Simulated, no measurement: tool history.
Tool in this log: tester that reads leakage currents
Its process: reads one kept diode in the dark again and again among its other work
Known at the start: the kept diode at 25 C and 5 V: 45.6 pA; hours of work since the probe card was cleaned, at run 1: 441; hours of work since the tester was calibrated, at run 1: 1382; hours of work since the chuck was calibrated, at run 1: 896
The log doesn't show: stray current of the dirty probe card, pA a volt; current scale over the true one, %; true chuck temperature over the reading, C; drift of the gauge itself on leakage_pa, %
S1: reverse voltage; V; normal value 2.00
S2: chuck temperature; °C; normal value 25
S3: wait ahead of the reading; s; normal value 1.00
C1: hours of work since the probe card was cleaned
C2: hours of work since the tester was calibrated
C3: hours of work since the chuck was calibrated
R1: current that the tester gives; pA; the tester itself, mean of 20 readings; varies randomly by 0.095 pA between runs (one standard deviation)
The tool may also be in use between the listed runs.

run,day,S1,S2,S3,C1,C2,C3,R1
1,0.000,2.00,25,1.00,441,1382,896,27.05
2,1.492,2.00,25,1.00,463,1403,918,26.94
3,2.829,2.00,56,1.00,482,1422,937,234.39
4,3.779,2.00,56,1.00,495,1435,950,236.72
5,4.742,2.00,56,1.00,509,1449,964,234.85
6,6.154,2.00,32,1.00,529,1469,984,45.61
7,7.296,2.00,32,1.00,545,1485,1000,45.56
8,8.517,6.13,29,1.99,562,1503,1017,70.73
9,9.517,6.13,29,1.99,576,1517,1032,70.92
10,10.308,11.53,39,1.60,588,1528,1043,213.69
11,11.758,1.45,39,8.98,608,1548,1063,61.99
12,12.483,4.73,25,1.06,619,1559,1074,45.42
13,13.950,2.00,20,3.68,639,1580,1094,17.98

5 options for the next run, each taken on its own from the tool as it stands now. Forecast them:
A,14.883,2.00,26,1.00,653,1593,1108,?
B,14.883,2.00,20,0.57,653,1593,1108,?
C,14.883,2.00,50,0.45,653,1593,1108,?
D,14.883,1.88,20,3.68,653,1593,1108,?
E,14.883,2.00,60,4.51,653,1593,1108,?

run,R1
A,29.16
B,18.70
C,160.38
D,17.36
E,303.21
Had the tool no hidden state, the same runs would have come out as:
run,R1
A,29.18
B,18.71
C,160.49
D,17.37
E,303.41

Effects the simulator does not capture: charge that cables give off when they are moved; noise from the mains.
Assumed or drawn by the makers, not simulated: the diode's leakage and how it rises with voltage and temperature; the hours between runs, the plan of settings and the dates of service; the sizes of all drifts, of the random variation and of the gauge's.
